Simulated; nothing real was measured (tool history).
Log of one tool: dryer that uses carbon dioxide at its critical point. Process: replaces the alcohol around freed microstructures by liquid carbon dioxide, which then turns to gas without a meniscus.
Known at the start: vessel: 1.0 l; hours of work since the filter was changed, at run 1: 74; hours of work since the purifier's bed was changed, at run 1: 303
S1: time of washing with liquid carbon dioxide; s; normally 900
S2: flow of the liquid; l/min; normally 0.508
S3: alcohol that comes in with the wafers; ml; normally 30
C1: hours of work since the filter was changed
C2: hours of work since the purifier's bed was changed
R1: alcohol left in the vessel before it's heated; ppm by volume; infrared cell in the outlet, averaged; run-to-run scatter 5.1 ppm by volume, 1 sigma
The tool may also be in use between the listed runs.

{"run": 1, "hour": 0.0, "S1": 900, "S2": 0.508, "S3": 30, "C1": 74, "C2": 303, "R1": 190}
{"run": 2, "hour": 16.8, "S1": 900, "S2": 0.508, "S3": 38, "C1": 80, "C2": 308, "R1": 204}
{"run": 3, "hour": 30.0, "S1": 900, "S2": 0.508, "S3": 38, "C1": 84, "C2": 312, "R1": 222}
{"run": 4, "hour": 44.1, "S1": 600, "S2": 0.508, "S3": 38, "C1": 88, "C2": 317, "R1": 862}
{"run": 5, "hour": 61.1, "S1": 600, "S2": 0.508, "S3": 38, "C1": 94, "C2": 322, "R1": 887}
{"run": 6, "hour": 71.5, "S1": 600, "S2": 0.508, "S3": 38, "C1": 97, "C2": 325, "R1": 898}
{"run": 7, "hour": 82.0, "S1": 660, "S2": 0.508, "S3": 30, "C1": 100, "C2": 329, "R1": 528}
{"run": 8, "hour": 101.1, "S1": 900, "S2": 0.402, "S3": 30, "C1": 106, "C2": 335, "R1": 436}
{"run": 9, "hour": 111.3, "S1": 900, "S2": 0.402, "S3": 30, "C1": 110, "C2": 338, "R1": 443}
{"run": 10, "hour": 132.7, "S1": 900, "S2": 0.402, "S3": 30, "C1": 116, "C2": 345, "R1": 460}
{"run": 11, "hour": 151.8, "S1": 900, "S2": 0.314, "S3": 30, "C1": 122, "C2": 351, "R1": 1045}
{"run": 12, "hour": 169.3, "S1": 900, "S2": 0.314, "S3": 30, "C1": 128, "C2": 356, "R1": 1103}
{"run": 13, "hour": 189.2, "S1": 900, "S2": 0.314, "S3": 30, "C1": 134, "C2": 363, "R1": 1100}
{"run": 14, "hour": 208.2, "S1": 540, "S2": 0.498, "S3": 26, "C1": 140, "C2": 369, "R1": 1049}
{"run": 15, "hour": 219.3, "S1": 540, "S2": 0.498, "S3": 26, "C1": 144, "C2": 372, "R1": 1054}
{"run": 16, "hour": 230.9, "S1": 540, "S2": 0.498, "S3": 26, "C1": 148, "C2": 376, "R1": 1079}
{"run": 17, "hour": 247.3, "S1": 600, "S2": 0.311, "S3": 110, "C1": 153, "C2": 381, "R1": 11710}
{"run": 18, "hour": 259.8, "S1": 720, "S2": 0.552, "S3": 30, "C1": 157, "C2": 385, "R1": 353}
{"hour": 278.7, "done": "inlet filter changed"}
{"run": 19, "hour": 282.7, "S1": 720, "S2": 0.552, "S3": 30, "C1": 1, "C2": 392, "R1": 267}
{"run": 20, "hour": 294.2, "S1": 720, "S2": 0.552, "S3": 30, "C1": 5, "C2": 396, "R1": 279}
{"run": 21, "hour": 307.2, "S1": 720, "S2": 0.552, "S3": 30, "C1": 9, "C2": 400, "R1": 293}
{"run": 22, "hour": 327.7, "S1": 900, "S2": 0.508, "S3": 36, "C1": 16, "C2": 406, "R1": 214}
{"run": 23, "hour": 345.2, "S1": 1260, "S2": 0.508, "S3": 53, "C1": 21, "C2": 412, "R1": 157}

Alternative continuations, all from the tool just after run 23; predict every row:
{"run": "A", "hour": 364.2, "S1": 900, "S2": 0.509, "S3": 83, "C1": 27, "C2": 418, "R1": "?"}
{"run": "B", "hour": 364.2, "S1": 1260, "S2": 0.496, "S3": 53, "C1": 27, "C2": 418, "R1": "?"}
{"run": "C", "hour": 364.2, "S1": 660, "S2": 0.456, "S3": 89, "C1": 27, "C2": 418, "R1": "?"}
{"run": "D", "hour": 364.2, "S1": 540, "S2": 0.508, "S3": 53, "C1": 27, "C2": 418, "R1": "?"}

run=A R1=342
run=B R1=157
run=C R1=1813
run=D R1=1474
With no hidden state in the tool, these same runs would have given:
run=A R1=178
run=B R1=14
run=C R1=1552
run=D R1=1248

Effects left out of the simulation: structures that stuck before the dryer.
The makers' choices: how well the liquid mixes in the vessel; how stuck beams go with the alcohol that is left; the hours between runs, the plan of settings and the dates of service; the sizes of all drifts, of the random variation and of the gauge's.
